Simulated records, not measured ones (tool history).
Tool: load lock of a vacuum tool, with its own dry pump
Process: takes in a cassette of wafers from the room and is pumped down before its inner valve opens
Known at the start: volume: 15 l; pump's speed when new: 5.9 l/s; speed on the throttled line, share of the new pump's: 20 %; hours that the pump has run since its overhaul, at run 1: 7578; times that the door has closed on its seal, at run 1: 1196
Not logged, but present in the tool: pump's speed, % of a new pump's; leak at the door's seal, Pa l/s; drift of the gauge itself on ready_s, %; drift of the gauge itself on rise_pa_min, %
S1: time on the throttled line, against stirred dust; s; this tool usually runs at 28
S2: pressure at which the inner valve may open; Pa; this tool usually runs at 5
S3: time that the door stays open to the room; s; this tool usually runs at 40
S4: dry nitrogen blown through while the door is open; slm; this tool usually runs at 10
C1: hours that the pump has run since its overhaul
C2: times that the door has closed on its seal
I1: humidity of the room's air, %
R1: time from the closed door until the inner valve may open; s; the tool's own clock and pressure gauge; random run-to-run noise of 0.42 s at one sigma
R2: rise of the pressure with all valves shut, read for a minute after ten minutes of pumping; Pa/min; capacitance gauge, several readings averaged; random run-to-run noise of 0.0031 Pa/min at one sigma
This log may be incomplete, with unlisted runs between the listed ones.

| run | hour | S1 | S2 | S3 | S4 | C1 | C2 | I1 | R1 | R2 |
|---|---|---|---|---|---|---|---|---|---|---|
| 1 | 0 | 28 | 5 | 40 | 10 | 7578 | 1196 | 45.7 | 50.1 | 0.087 |
| 2 | 49.4 | 28 | 5 | 40 | 10 | 7627 | 1262 | 46.2 | 50.3 | 0.094 |
| 3 | 99.8 | 28 | 5 | 40 | 20 | 7678 | 1330 | 38.9 | 49.4 | 0.072 |
| 4 | 159 | 28 | 5 | 40 | 17 | 7737 | 1409 | 46 | 49.6 | 0.085 |
| 5 | 248 | 28 | 5 | 203 | 10 | 7826 | 1528 | 45.7 | 49.6 | 0.175 |
| 6 | 342.6 | 28 | 5 | 40 | 10 | 7920 | 1655 | 47.9 | 49.4 | 0.092 |
| 7 | 419.5 | 28 | 5 | 40 | 10 | 7997 | 1758 | 45.5 | 50.3 | 0.092 |
| 8 | 503.2 | 28 | 5 | 40 | 10 | 8081 | 1870 | 45.9 | 49.4 | 0.099 |
| 9 | 554.2 | 28 | 7 | 40 | 10 | 8132 | 1938 | 47.3 | 49.1 | 0.098 |
| 10 | 627.1 | 28 | 7 | 40 | 10 | 8205 | 2036 | 43.1 | 48 | 0.087 |
| 11 | 720.2 | 28 | 5 | 40 | 10 | 8298 | 2161 | 44.1 | 49.8 | 0.099 |
| 12 | 778 | 28 | 5 | 40 | 10 | 8356 | 2238 | 44.7 | 50.1 | 0.093 |
| 13 | 833.6 | 28 | 6 | 40 | 10 | 8411 | 2313 | 42.8 | 49.3 | 0.094 |
| 14 | 903.7 | 28 | 5 | 40 | 10 | 8482 | 2407 | 45.2 | 50.2 | 0.102 |
| 15 | 989.3 | 28 | 5 | 40 | 10 | 8567 | 2521 | 43.1 | 49.7 | 0.098 |
| 16 | 1064.5 | 28 | 6 | 40 | 10 | 8642 | 2622 | 45.4 | 49.3 | 0.101 |
| 17 | 1142.3 | 28 | 6 | 40 | 10 | 8720 | 2726 | 42.8 | 49.4 | 0.097 |
| 18 | 1215.6 | 28 | 5 | 40 | 10 | 8793 | 2824 | 43.9 | 50.1 | 0.101 |
| 19 | 1261 | 28 | 5 | 40 | 17 | 8839 | 2885 | 45 | 50.3 | 0.094 |
| 20 | 1311.7 | 37 | 5 | 40 | 17 | 8890 | 2953 | 46.8 | 58 | 0.096 |
| 21 | 1373.2 | 37 | 5 | 40 | 17 | 8951 | 3036 | 42.2 | 56.6 | 0.093 |
| 22 | 1468.3 | 37 | 5 | 40 | 4 | 9046 | 3163 | 44.9 | 57.9 | 0.115 |
| 23 | 1518.5 | 35 | 5 | 40 | 29 | 9096 | 3230 | 45.8 | 55.2 | 0.083 |
| 24 | 1593.3 | 35 | 5 | 40 | 29 | 9171 | 3330 | 45.6 | 55.7 | 0.089 |
| 25 | 1632.4 | 41 | 6 | 215 | 4 | 9210 | 3383 | 43.2 | 59.6 | 0.211 |
| 26 | 1701.9 | 17 | 6 | 175 | 17 | 9280 | 3476 | 45.2 | 41.5 | 0.167 |
| 27 | 1747.3 | 17 | 6 | 175 | 17 | 9325 | 3537 | 45.1 | 41.1 | 0.164 |
| 28 | 1818.1 | 22 | 5 | 40 | 10 | 9396 | 3632 | 42.3 | 45.6 | 0.104 |
| 29 | 1893.4 | 43 | 8 | 53 | 10 | 9471 | 3732 | 44.2 | 60.2 | 0.119 |
| 30 | 1976.6 | 43 | 8 | 48 | 44 | 9554 | 3844 | 46.3 | 60.4 | 0.082 |
| 31 | 2062.5 | 43 | 8 | 48 | 44 | 9640 | 3959 | 45.4 | 60.2 | 0.085 |
| 32 | 2108.9 | 34 | 5 | 40 | 38 | 9687 | 4021 | 43.2 | 55.4 | 0.09 |
| 33 | 2175.1 | 34 | 5 | 40 | 15 | 9753 | 4110 | 46.5 | 54.6 | 0.109 |
| 34 | 2246.6 | 34 | 5 | 40 | 15 | 9824 | 4206 | 44.3 | 55 | 0.101 |
| 35 | 2301.1 | 28 | 6 | 37 | 15 | 9879 | 4279 | 44.8 | 48.9 | 0.095 |
| 36 | 2347.5 | 20 | 6 | 37 | 15 | 9925 | 4341 | 43 | 44 | 0.105 |
| 37 | 2402.6 | 34 | 9 | 53 | 15 | 9980 | 4415 | 45.6 | 53.6 | 0.114 |

Here are 3 independent what-if runs from the current tool condition. What would each one return?
| A | 2469.9 | 52 | 5 | 40 | 17 | 10048 | 4505 | 46.6 | ? | ? |
| B | 2469.9 | 28 | 5 | 40 | 5 | 10048 | 4505 | 44.6 | ? | ? |
| C | 2469.9 | 34 | 5 | 53 | 15 | 10048 | 4505 | 47.5 | ? | ? |

| run | R1 | R2 |
|---|---|---|
| A | 69.9 | 0.106 |
| B | 50.2 | 0.127 |
| C | 54.9 | 0.125 |
With no hidden state in the tool, these same runs would have given:
| run | R1 | R2 |
|---|---|---|
| A | 68.1 | 0.067 |
| B | 47.8 | 0.088 |
| C | 52.7 | 0.085 |
